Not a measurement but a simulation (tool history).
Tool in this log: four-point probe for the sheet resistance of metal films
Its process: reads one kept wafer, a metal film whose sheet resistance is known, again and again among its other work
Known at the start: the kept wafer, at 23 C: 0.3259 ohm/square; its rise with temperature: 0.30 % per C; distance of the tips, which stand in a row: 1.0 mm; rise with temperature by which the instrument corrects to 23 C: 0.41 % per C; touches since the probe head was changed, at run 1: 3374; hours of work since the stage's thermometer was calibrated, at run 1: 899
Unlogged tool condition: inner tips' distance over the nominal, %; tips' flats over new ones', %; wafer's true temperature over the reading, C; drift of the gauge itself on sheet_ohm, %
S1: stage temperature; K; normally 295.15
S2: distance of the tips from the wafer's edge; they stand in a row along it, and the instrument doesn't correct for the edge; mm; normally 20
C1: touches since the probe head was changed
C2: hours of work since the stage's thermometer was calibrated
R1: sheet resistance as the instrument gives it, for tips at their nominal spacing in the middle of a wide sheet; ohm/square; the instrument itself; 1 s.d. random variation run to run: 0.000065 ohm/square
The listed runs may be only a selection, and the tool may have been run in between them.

Run 1, hour 0.0: usual settings; C1 3374; C2 899. Result: R1 0.326196 ohm/square.
Run 2, hour 28.6: usual settings; C1 3714; C2 913. Result: R1 0.326165 ohm/square.
Run 3, hour 48.9: usual settings; C1 3955; C2 923. Result: R1 0.326247 ohm/square.
Run 4, hour 69.8: usual settings; C1 4203; C2 933. Result: R1 0.326262 ohm/square.
Run 5, hour 90.9: usual settings but S1 293.15 K; C1 4454; C2 944. Result: R1 0.327052 ohm/square.
Run 6, hour 113.0: usual settings but S2 4 mm; C1 4717; C2 954. Result: R1 0.336207 ohm/square.
Run 7, hour 147.1: usual settings but S2 71 mm; C1 5121; C2 971. Result: R1 0.325920 ohm/square.
Run 8, hour 165.8: usual settings; C1 5343; C2 980. Result: R1 0.326221 ohm/square.
Run 9, hour 207.7: usual settings; C1 5841; C2 1001. Result: R1 0.326276 ohm/square.
Run 10, hour 241.6: usual settings; C1 6243; C2 1017. Result: R1 0.326244 ohm/square.
Run 11, hour 284.6: usual settings; C1 6754; C2 1038. Result: R1 0.326230 ohm/square.
Run 12, hour 313.9: usual settings; C1 7101; C2 1052. Result: R1 0.326343 ohm/square.
Run 13, hour 344.8: usual settings; C1 7468; C2 1067. Result: R1 0.326218 ohm/square.
Run 14, hour 373.9: usual settings; C1 7814; C2 1081. Result: R1 0.326327 ohm/square.
Run 15, hour 402.5: usual settings; C1 8154; C2 1095. Result: R1 0.326224 ohm/square.
Run 16, hour 423.1: usual settings; C1 8398; C2 1105. Result: R1 0.326285 ohm/square.
Run 17, hour 440.8: usual settings but S1 292.15 K; C1 8608; C2 1114. Result: R1 0.327433 ohm/square.
Run 18, hour 466.0: usual settings; C1 8908; C2 1126. Result: R1 0.326141 ohm/square.
Run 19, hour 493.5: usual settings but S2 70 mm; C1 9234; C2 1140. Result: R1 0.325973 ohm/square.
Run 20, hour 523.6: usual settings; C1 9592; C2 1154. Result: R1 0.326250 ohm/square.
Run 21, hour 561.7: usual settings but S2 4 mm; C1 10043; C2 1173. Result: R1 0.336481 ohm/square.
Run 22, hour 596.5: usual settings but S2 9 mm; C1 10458; C2 1190. Result: R1 0.327941 ohm/square.
Run 23, hour 616.7: usual settings but S1 297.15 K, S2 70 mm; C1 10697; C2 1200. Result: R1 0.325229 ohm/square.
Run 24, hour 659.9: usual settings but S1 308.15 K, S2 24 mm; C1 11210; C2 1221. Result: R1 0.321614 ohm/square.
Run 25, hour 698.5: usual settings but S1 308.15 K, S2 24 mm; C1 11668; C2 1240. Result: R1 0.321686 ohm/square.
Run 26, hour 724.0: usual settings but S1 293.15 K; C1 11971; C2 1252. Result: R1 0.327068 ohm/square.
At hour 726.5: stage's thermometer calibrated.
Run 27, hour 758.6: usual settings but S1 294.15 K, S2 6 mm; C1 12376; C2 16. Result: R1 0.330848 ohm/square.
Run 28, hour 794.5: usual settings but S2 6 mm; C1 12802; C2 33. Result: R1 0.330590 ohm/square.
At hour 814.2: stage's thermometer calibrated, once more.
Run 29, hour 831.8: usual settings but S2 6 mm; C1 13240; C2 9. Result: R1 0.331227 ohm/square.
Run 30, hour 850.4: usual settings but S2 6 mm; C1 13460; C2 18. Result: R1 0.331176 ohm/square.
Run 31, hour 893.5: usual settings but S1 308.15 K, S2 21 mm; C1 13972; C2 39. Result: R1 0.322090 ohm/square.
Run 32, hour 913.1: usual settings but S1 308.15 K, S2 21 mm; C1 14204; C2 48. Result: R1 0.322144 ohm/square.
Run 33, hour 950.4: usual settings but S1 303.15 K, S2 33 mm; C1 14647; C2 66. Result: R1 0.323684 ohm/square.
Run 34, hour 992.3: usual settings but S1 303.15 K, S2 33 mm; C1 15145; C2 87. Result: R1 0.323567 ohm/square.
Run 35, hour 1027.6: usual settings but S1 297.15 K, S2 43 mm; C1 15564; C2 104. Result: R1 0.325639 ohm/square.
Run 36, hour 1065.1: usual settings but S1 297.15 K, S2 43 mm; C1 16009; C2 122. Result: R1 0.325715 ohm/square.
Run 37, hour 1096.2: usual settings but S1 300.15 K, S2 5 mm; C1 16378; C2 137. Result: R1 0.331499 ohm/square.
Run 38, hour 1123.5: usual settings but S1 308.15 K, S2 52 mm; C1 16703; C2 151. Result: R1 0.321888 ohm/square.
Run 39, hour 1151.4: usual settings but S1 303.15 K, S2 15 mm; C1 17034; C2 164. Result: R1 0.324466 ohm/square.
Run 40, hour 1170.7: usual settings but S1 303.15 K, S2 15 mm; C1 17264; C2 174. Result: R1 0.324498 ohm/square.
Run 41, hour 1213.0: usual settings but S2 52 mm; C1 17766; C2 194. Result: R1 0.326450 ohm/square.
Run 42, hour 1240.2: usual settings but S2 52 mm; C1 18088; C2 208. Result: R1 0.326469 ohm/square.
Run 43, hour 1258.6: usual settings but S2 56 mm; C1 18306; C2 217. Result: R1 0.326582 ohm/square.

Hidden condition of the tool, last listed run before each entry between runs versus first listed run after:
Run 26 -> run 27: stage's thermometer calibrated (hour 726.5)
  inner tips' distance over the nominal, %: 0.01 -> 0.013; wafer's true temperature over the reading, C: -0.41 -> -0.57
  difference, measured minus the result without the unlogged condition, R1: -0.000373 -> -0.000521 ohm/square
Run 28 -> run 29: stage's thermometer calibrated, once more (hour 814.2)
  inner tips' distance over the nominal, %: 0.016 -> 0.019; tips' flats over new ones', %: 7 -> 8; wafer's true temperature over the reading, C: -0.57 -> 0.01
  difference, measured minus the result without the unlogged condition, R1: -0.000514 -> +0.000076 ohm/square
